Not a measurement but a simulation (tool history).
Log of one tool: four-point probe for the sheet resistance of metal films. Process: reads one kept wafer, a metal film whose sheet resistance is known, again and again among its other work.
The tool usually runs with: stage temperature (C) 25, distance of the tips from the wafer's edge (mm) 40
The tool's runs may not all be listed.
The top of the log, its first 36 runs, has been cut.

run   hour  stage temperature (C)  distance of the tips from the wafer's edge (mm)  touches since the probe head was changed  hours of work since the stage's thermometer was calibrated  sheet resistance as the instrument gives it (ohm/square)
 37  652.6                     20                                               73                                     41302                                                         215                                                  1.135316
 38  667.2                     20                                               73                                     41702                                                         224                                                  1.135758
 39  684.3                     25                                               23                                     42169                                                         235                                                  1.138701
 40  705.1                     33                                                6                                     42740                                                         248                                                  1.149451
 41  726.4                     18                                               40                                     43324                                                         261                                                  1.134355
 42  745.9                     20                                               41                                     43856                                                         274                                                  1.135565
 43  766.1                     25                                               23                                     44410                                                         286                                                  1.139113
 44  786.5                     30                                               28                                     44968                                                         299                                                  1.141682

Forecast each of these 5 alternatives for the next run:
  A  811.8                     26                                               28                                     45661                                                         315                                                         ?
  B  811.8                     23                                               40                                     45661                                                         315                                                         ?
  C  811.8                     26                                               60                                     45661                                                         315                                                         ?
  D  811.8                     30                                               39                                     45661                                                         315                                                         ?
  E  811.8                     23                                               12                                     45661                                                         315                                                         ?

run  sheet resistance as the instrument gives it (ohm/square)
  A                                                  1.139475
  B                                                  1.137559
  C                                                  1.139345
  D                                                  1.141381
  E                                                  1.139328
The same runs, with their run-to-run variation unchanged, on a tool lacking any hidden condition would have given:
run  sheet resistance as the instrument gives it (ohm/square)
  A                                                  1.137689
  B                                                  1.135780
  C                                                  1.137558
  D                                                  1.139586
  E                                                  1.137547
